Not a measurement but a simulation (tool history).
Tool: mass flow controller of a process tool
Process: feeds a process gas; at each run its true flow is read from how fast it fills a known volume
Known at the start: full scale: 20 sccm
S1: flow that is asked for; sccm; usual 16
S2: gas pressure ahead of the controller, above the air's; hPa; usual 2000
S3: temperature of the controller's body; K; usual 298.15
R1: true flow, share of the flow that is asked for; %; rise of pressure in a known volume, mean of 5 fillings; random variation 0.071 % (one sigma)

{"run": 1, "hour": 0.0, "S1": 16, "S2": 2000, "S3": 298.15, "R1": 98.26}
{"run": 2, "hour": 219.5, "S1": 14, "S2": 2000, "S3": 298.15, "R1": 98.02}
{"run": 3, "hour": 541.8, "S1": 14, "S2": 2000, "S3": 298.15, "R1": 98}
{"run": 4, "hour": 856.2, "S1": 14, "S2": 2280, "S3": 298.15, "R1": 97.93}
{"run": 5, "hour": 1200.0, "S1": 14, "S2": 2280, "S3": 298.15, "R1": 97.94}
{"run": 6, "hour": 1390.1, "S1": 14, "S2": 2280, "S3": 298.15, "R1": 97.96}
{"run": 7, "hour": 1560.1, "S1": 14, "S2": 2280, "S3": 298.15, "R1": 97.79}
{"run": 8, "hour": 1845.3, "S1": 16, "S2": 2000, "S3": 306.15, "R1": 98.36}
{"run": 9, "hour": 2053.7, "S1": 9, "S2": 2000, "S3": 298.15, "R1": 97.18}
{"run": 10, "hour": 2302.1, "S1": 9, "S2": 2000, "S3": 298.15, "R1": 97.06}
{"run": 11, "hour": 2520.6, "S1": 9, "S2": 2000, "S3": 298.15, "R1": 97.04}
{"run": 12, "hour": 2784.5, "S1": 9, "S2": 2000, "S3": 298.15, "R1": 96.91}
{"run": 13, "hour": 2938.6, "S1": 9, "S2": 2360, "S3": 301.15, "R1": 97.01}
{"run": 14, "hour": 3086.8, "S1": 3, "S2": 2360, "S3": 308.15, "R1": 95.43}
{"run": 15, "hour": 3316.5, "S1": 3, "S2": 2360, "S3": 308.15, "R1": 95.14}
{"run": 16, "hour": 3664.1, "S1": 3, "S2": 2490, "S3": 307.15, "R1": 94.79}
{"run": 17, "hour": 3926.5, "S1": 4, "S2": 1560, "S3": 301.15, "R1": 94.9}

Hidden state or all else? Some run-to-run changes of R1, split into what the settings, what came in and random variation would give without the hidden state, and what is left for the hidden state (with any gauge scatter that isn't in both results):
The hidden state here: flow at rest that the sensor doesn't see, % of full scale; true flow over the shown one, %; drift of the gauge itself on true_pct, %.
Run 13 -> 14: S1 9 -> 3, S3 301.15 -> 308.15. R1 -1.58 %: hidden state -2.17, all else +0.59.
